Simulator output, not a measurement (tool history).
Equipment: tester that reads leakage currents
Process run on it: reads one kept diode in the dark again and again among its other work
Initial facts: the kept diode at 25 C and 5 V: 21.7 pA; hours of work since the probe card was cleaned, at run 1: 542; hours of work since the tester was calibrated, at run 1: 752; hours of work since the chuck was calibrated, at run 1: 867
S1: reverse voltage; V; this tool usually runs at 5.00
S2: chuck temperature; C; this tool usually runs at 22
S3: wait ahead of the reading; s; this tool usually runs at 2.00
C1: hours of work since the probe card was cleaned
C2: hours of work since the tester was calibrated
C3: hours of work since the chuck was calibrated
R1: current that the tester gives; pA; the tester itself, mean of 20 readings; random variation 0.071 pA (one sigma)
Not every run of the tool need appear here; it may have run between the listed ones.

run,day,S1,S2,S3,C1,C2,C3,R1
1,0.000,5.00,22,2.00,542,752,867,16.91
2,1.154,5.00,22,2.00,563,772,888,16.92
3,2.242,5.00,22,2.00,582,792,907,16.92
4,4.046,5.00,22,0.39,614,824,939,18.73
5,6.112,5.00,22,0.39,651,861,976,18.88
# day 6.321: chuck's temperature calibrated
6,8.258,5.00,22,2.00,688,897,34,16.91
7,10.021,5.00,22,2.00,719,929,66,17.00
8,11.083,5.00,22,2.00,738,948,85,17.01
9,12.558,2.12,22,0.36,765,974,111,12.26
10,14.888,1.21,30,8.88,806,1016,153,18.21
11,16.779,1.06,36,9.42,840,1049,186,29.11
12,18.312,1.06,36,9.42,867,1077,214,28.92
13,20.317,9.99,23,0.32,903,1112,249,30.14
14,22.000,5.00,39,6.64,933,1142,279,74.62
15,23.888,8.44,39,6.64,966,1176,313,94.28

Forecast each of these 3 alternatives for the next run:
A,25.512,3.06,27,1.53,995,1205,342,?
B,25.512,6.41,20,1.17,995,1205,342,?
C,25.512,11.42,22,0.97,995,1205,342,?

run,R1
A,21.33
B,16.12
C,25.87
With the hidden condition removed and each run's random variation left untouched, the same runs would have given:
run,R1
A,21.32
B,16.10
C,25.84
